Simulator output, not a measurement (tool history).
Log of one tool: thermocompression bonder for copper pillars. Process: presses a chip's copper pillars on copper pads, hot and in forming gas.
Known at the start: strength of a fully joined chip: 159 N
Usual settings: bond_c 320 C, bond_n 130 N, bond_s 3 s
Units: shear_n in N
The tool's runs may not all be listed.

run	hour	bond_c	bond_n	bond_s	shear_n
1	0	320	130	3	65.3
2	6.1	320	79	3	45.3
3	15.3	320	79	3	45.4
4	23.1	320	79	3	45.7
5	31	320	130	3	64.6
6	40.4	320	130	8	91.2
7	49.7	303	130	3	53.1
8	54.7	303	130	3	53
9	60.8	303	130	3	52.6
10	65.3	320	130	3	64.2
11	73.6	320	130	3	64.4
12	81.8	320	130	3	64.7
13	87.2	320	130	4	72.3
14	92.6	305	130	3	54.5
15	101.2	305	130	3	54
16	105.7	320	165	3	75.9
17	110.6	320	154	3	71.8
18	120.8	297	130	3	50
19	129.3	297	130	3	49.5
20	137.6	297	130	3	49.2
21	146.9	295	130	3	48.6
22	151.8	320	171	7	102.2
23	158.5	336	109	2	58.1
24	164.2	336	109	2	58
25	170.1	302	111	3	46.4
26	178.5	302	111	3	47
27	186.9	344	121	5	93
28	194.3	344	121	5	91.9
29	203.3	344	121	5	92.9
30	210.3	344	121	3	78.1
31	215.2	310	194	3	76
32	220.4	350	194	4	114.9
33	226.5	320	146	2	59.3
34	232.2	320	146	2	59.6
35	237.4	333	163	3	85
36	245.6	333	163	3	83.9
37	256.1	333	163	3	84.4
38	265.8	320	130	4	70.8
39	274.5	304	117	4	55.5
40	280.5	323	184	2	71.1
41	289.9	303	136	4	61.1

Forecast each of these 3 alternatives for the next run:
# hour 292.9: forming gas filter changed
A	297	295	130	2	?
# hour 292.9: forming gas filter changed
B	297	320	81	2	?
# hour 292.9: forming gas filter changed
C	297	320	101	2	?

run	shear_n
A	40.4
B	39.1
C	46.1
Without the tool's hidden state the same runs would have given:
run	shear_n
A	40.4
B	39.1
C	46.2
